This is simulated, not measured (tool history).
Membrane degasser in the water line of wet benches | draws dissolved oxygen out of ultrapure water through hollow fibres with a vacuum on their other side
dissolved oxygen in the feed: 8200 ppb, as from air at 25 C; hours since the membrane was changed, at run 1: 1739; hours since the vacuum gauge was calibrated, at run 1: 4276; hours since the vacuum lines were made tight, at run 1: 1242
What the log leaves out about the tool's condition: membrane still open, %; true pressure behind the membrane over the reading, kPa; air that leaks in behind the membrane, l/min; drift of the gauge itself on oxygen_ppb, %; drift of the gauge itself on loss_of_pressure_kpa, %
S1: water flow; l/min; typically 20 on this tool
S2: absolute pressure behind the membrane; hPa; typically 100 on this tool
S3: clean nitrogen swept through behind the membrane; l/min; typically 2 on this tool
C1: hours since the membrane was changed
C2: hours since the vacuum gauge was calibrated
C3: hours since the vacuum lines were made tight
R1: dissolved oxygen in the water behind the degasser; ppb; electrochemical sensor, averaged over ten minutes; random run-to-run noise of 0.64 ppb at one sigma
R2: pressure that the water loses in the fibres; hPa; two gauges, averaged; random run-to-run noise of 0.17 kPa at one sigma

{"run": 1, "hour": 0.0, "S1": 20, "S2": 100, "S3": 2, "C1": 1739, "C2": 4276, "C3": 1242, "R1": 165, "R2": 263.1}
{"run": 2, "hour": 63.2, "S1": 20, "S2": 100, "S3": 2, "C1": 1802, "C2": 4339, "C3": 1305, "R1": 162.5, "R2": 260.6}
{"run": 3, "hour": 106.4, "S1": 20, "S2": 100, "S3": 2, "C1": 1845, "C2": 4383, "C3": 1348, "R1": 164.4, "R2": 262.5}
{"run": 4, "hour": 142.9, "S1": 20, "S2": 100, "S3": 2, "C1": 1882, "C2": 4419, "C3": 1385, "R1": 163.6, "R2": 261.7}
{"run": 5, "hour": 196.7, "S1": 15, "S2": 100, "S3": 2, "C1": 1935, "C2": 4473, "C3": 1438, "R1": 121.9, "R2": 195.5}
{"run": 6, "hour": 248.3, "S1": 20, "S2": 100, "S3": 2, "C1": 1987, "C2": 4524, "C3": 1490, "R1": 163.5, "R2": 261.8}
{"run": 7, "hour": 310.0, "S1": 20, "S2": 148, "S3": 2, "C1": 2049, "C2": 4586, "C3": 1552, "R1": 268.7, "R2": 264.9}
{"run": 8, "hour": 370.0, "S1": 18, "S2": 148, "S3": 2, "C1": 2109, "C2": 4646, "C3": 1612, "R1": 244, "R2": 236.3}
{"run": 9, "hour": 403.1, "S1": 18, "S2": 148, "S3": 2, "C1": 2142, "C2": 4679, "C3": 1645, "R1": 242.3, "R2": 234.7}
{"run": 10, "hour": 437.3, "S1": 18, "S2": 148, "S3": 2, "C1": 2176, "C2": 4713, "C3": 1679, "R1": 243.6, "R2": 235.1}
{"run": 11, "hour": 467.6, "S1": 20, "S2": 100, "S3": 2, "C1": 2206, "C2": 4744, "C3": 1709, "R1": 161.1, "R2": 262.1}
{"run": 12, "hour": 506.6, "S1": 21, "S2": 165, "S3": 1.47, "C1": 2245, "C2": 4783, "C3": 1748, "R1": 417.2, "R2": 276.8}
{"run": 13, "hour": 534.0, "S1": 21, "S2": 165, "S3": 1.47, "C1": 2273, "C2": 4810, "C3": 1776, "R1": 418.8, "R2": 274.5}
{"run": 14, "hour": 576.9, "S1": 20, "S2": 190, "S3": 2, "C1": 2316, "C2": 4853, "C3": 1819, "R1": 358.9, "R2": 261.9}
{"run": 15, "hour": 606.0, "S1": 13, "S2": 100, "S3": 4.19, "C1": 2345, "C2": 4882, "C3": 1848, "R1": 51.7, "R2": 172.1}
{"run": 16, "hour": 642.2, "S1": 19, "S2": 100, "S3": 1.07, "C1": 2381, "C2": 4918, "C3": 1884, "R1": 266.4, "R2": 253.5}
{"run": 17, "hour": 671.4, "S1": 18, "S2": 100, "S3": 1.07, "C1": 2410, "C2": 4948, "C3": 1913, "R1": 248.9, "R2": 236.5}
{"run": 18, "hour": 706.7, "S1": 18, "S2": 100, "S3": 1.07, "C1": 2445, "C2": 4983, "C3": 1948, "R1": 251.1, "R2": 235.1}
{"run": 19, "hour": 745.9, "S1": 29, "S2": 99, "S3": 1.07, "C1": 2485, "C2": 5022, "C3": 1988, "R1": 388.5, "R2": 377.8}
{"run": 20, "hour": 811.5, "S1": 29, "S2": 99, "S3": 1.07, "C1": 2550, "C2": 5088, "C3": 2053, "R1": 390.1, "R2": 379.8}
{"run": 21, "hour": 866.6, "S1": 19, "S2": 100, "S3": 1.07, "C1": 2605, "C2": 5143, "C3": 2108, "R1": 263.4, "R2": 251.6}

Each row is a separate what-if for the run after 21, all from the same tool condition, not one after another. Results?
{"run": "A", "hour": 893.3, "S1": 12, "S2": 212, "S3": 3.45, "C1": 2632, "C2": 5169, "C3": 2135, "R1": "?", "R2": "?"}
{"run": "B", "hour": 893.3, "S1": 15, "S2": 143, "S3": 1.83, "C1": 2632, "C2": 5169, "C3": 2135, "R1": "?", "R2": "?"}
{"run": "C", "hour": 893.3, "S1": 19, "S2": 168, "S3": 4.71, "C1": 2632, "C2": 5169, "C3": 2135, "R1": "?", "R2": "?"}

run=A R1=148.3 R2=157
run=B R1=209.2 R2=194.6
run=C R1=133 R2=246.7
With the hidden condition removed and each run's random variation left untouched, the same runs would have given:
run=A R1=152.1 R2=157
run=B R1=214.6 R2=194.5
run=C R1=136.4 R2=246.6

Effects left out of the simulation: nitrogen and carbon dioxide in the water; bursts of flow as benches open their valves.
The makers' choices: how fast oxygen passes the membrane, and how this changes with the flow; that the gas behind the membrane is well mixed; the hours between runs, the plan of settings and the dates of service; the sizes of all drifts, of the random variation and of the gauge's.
